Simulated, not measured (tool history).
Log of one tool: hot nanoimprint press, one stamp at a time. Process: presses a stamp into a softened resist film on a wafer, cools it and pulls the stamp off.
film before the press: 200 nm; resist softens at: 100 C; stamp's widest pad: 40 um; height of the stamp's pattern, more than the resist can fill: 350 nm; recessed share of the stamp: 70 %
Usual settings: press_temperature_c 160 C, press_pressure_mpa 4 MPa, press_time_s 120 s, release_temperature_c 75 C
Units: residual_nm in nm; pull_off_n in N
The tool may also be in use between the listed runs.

run	hour	press_temperature_c	press_pressure_mpa	press_time_s	release_temperature_c	residual_nm	pull_off_n
1	0	160	4	120	75	91.8	212
2	39.2	160	4	96	75	99.6	213
3	85.8	160	4	120	75	91.5	212
4	117	160	4	120	75	93.2	213
5	158.5	160	4	120	75	91.8	208
6	204.7	160	4	120	75	92.3	214
7	232.2	160	4	68	75	111.1	207
8	258.1	160	2.98	120	75	107.1	212
# hour 266.4: stamp cleaned and given a new release coat
9	305.2	160	5.57	120	75	77.7	212
10	342.4	160	5.57	120	75	77.7	214
11	368.6	155	6.07	120	81	99.5	190

The next listed run, before its measurement:
12	415.3	148	6.07	72	74	?	?

Run 12 gave residual_nm 159.1 nm, pull_off_n 208 N.
Without the tool's hidden state the same run would have given residual_nm 158.8 nm, pull_off_n 207 N.
